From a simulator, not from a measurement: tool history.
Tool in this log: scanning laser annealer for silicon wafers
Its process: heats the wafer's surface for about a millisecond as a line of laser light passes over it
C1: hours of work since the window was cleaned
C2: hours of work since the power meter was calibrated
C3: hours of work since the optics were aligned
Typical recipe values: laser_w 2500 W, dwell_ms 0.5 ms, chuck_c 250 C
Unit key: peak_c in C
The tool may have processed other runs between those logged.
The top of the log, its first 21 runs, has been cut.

{"run": 22, "day": 6.488, "laser_w": 2682, "dwell_ms": 0.46, "chuck_c": 246, "C1": 329, "C2": 250, "C3": 20, "peak_c": 955}
{"run": 23, "day": 6.788, "laser_w": 2509, "dwell_ms": 0.545, "chuck_c": 255, "C1": 334, "C2": 254, "C3": 24, "peak_c": 956}
{"run": 24, "day": 6.962, "laser_w": 2509, "dwell_ms": 0.545, "chuck_c": 255, "C1": 337, "C2": 257, "C3": 27, "peak_c": 952}
{"run": 25, "day": 7.271, "laser_w": 2509, "dwell_ms": 0.545, "chuck_c": 255, "C1": 342, "C2": 262, "C3": 32, "peak_c": 955}
{"run": 26, "day": 7.446, "laser_w": 2509, "dwell_ms": 0.545, "chuck_c": 255, "C1": 344, "C2": 265, "C3": 35, "peak_c": 951}
{"run": 27, "day": 7.754, "laser_w": 2500, "dwell_ms": 0.518, "chuck_c": 265, "C1": 349, "C2": 269, "C3": 39, "peak_c": 947}
{"run": 28, "day": 8.179, "laser_w": 2500, "dwell_ms": 0.518, "chuck_c": 265, "C1": 356, "C2": 276, "C3": 46, "peak_c": 944}
{"run": 29, "day": 8.388, "laser_w": 2591, "dwell_ms": 0.494, "chuck_c": 216, "C1": 359, "C2": 279, "C3": 49, "peak_c": 911}
{"run": 30, "day": 8.717, "laser_w": 2591, "dwell_ms": 0.598, "chuck_c": 259, "C1": 364, "C2": 284, "C3": 54, "peak_c": 1019}
{"run": 31, "day": 8.904, "laser_w": 2507, "dwell_ms": 0.443, "chuck_c": 259, "C1": 367, "C2": 287, "C3": 57, "peak_c": 888}
{"run": 32, "day": 9.125, "laser_w": 2507, "dwell_ms": 0.443, "chuck_c": 259, "C1": 371, "C2": 291, "C3": 61, "peak_c": 891}
{"run": 33, "day": 9.433, "laser_w": 2187, "dwell_ms": 0.593, "chuck_c": 273, "C1": 375, "C2": 296, "C3": 66, "peak_c": 876}
{"run": 34, "day": 9.838, "laser_w": 2532, "dwell_ms": 0.458, "chuck_c": 276, "C1": 382, "C2": 302, "C3": 72, "peak_c": 925}
{"run": 35, "day": 10.204, "laser_w": 2266, "dwell_ms": 0.411, "chuck_c": 227, "C1": 387, "C2": 308, "C3": 78, "peak_c": 757}
{"run": 36, "day": 10.608, "laser_w": 2278, "dwell_ms": 0.411, "chuck_c": 227, "C1": 394, "C2": 314, "C3": 84, "peak_c": 759}
{"run": 37, "day": 10.925, "laser_w": 2500, "dwell_ms": 0.532, "chuck_c": 217, "C1": 399, "C2": 319, "C3": 89, "peak_c": 897}
{"run": 38, "day": 11.3, "laser_w": 2683, "dwell_ms": 0.532, "chuck_c": 226, "C1": 404, "C2": 325, "C3": 95, "peak_c": 972}
{"run": 39, "day": 11.55, "laser_w": 2186, "dwell_ms": 0.455, "chuck_c": 250, "C1": 408, "C2": 329, "C3": 99, "peak_c": 776}
{"run": 40, "day": 11.758, "laser_w": 2500, "dwell_ms": 0.402, "chuck_c": 228, "C1": 412, "C2": 332, "C3": 102, "peak_c": 825}

Here are 4 independent what-if runs from the current tool condition. What would each one return?
{"day": 11.917, "done": "window over the wafer cleaned"}
{"run": "A", "day": 12.112, "laser_w": 2127, "dwell_ms": 0.5, "chuck_c": 232, "C1": 3, "C2": 336, "C3": 106, "peak_c": "?"}
{"day": 11.917, "done": "window over the wafer cleaned"}
{"run": "B", "day": 12.112, "laser_w": 2702, "dwell_ms": 0.369, "chuck_c": 219, "C1": 3, "C2": 336, "C3": 106, "peak_c": "?"}
{"day": 11.917, "done": "window over the wafer cleaned"}
{"run": "C", "day": 12.112, "laser_w": 2633, "dwell_ms": 0.44, "chuck_c": 229, "C1": 3, "C2": 336, "C3": 106, "peak_c": "?"}
{"day": 11.917, "done": "window over the wafer cleaned"}
{"run": "D", "day": 12.112, "laser_w": 2256, "dwell_ms": 0.491, "chuck_c": 226, "C1": 3, "C2": 336, "C3": 106, "peak_c": "?"}

run=A peak_c=801
run=B peak_c=898
run=C peak_c=938
run=D peak_c=837
Take away the tool's hidden state, keep each run's random variation, and the runs would have read:
run=A peak_c=804
run=B peak_c=903
run=C peak_c=943
run=D peak_c=841
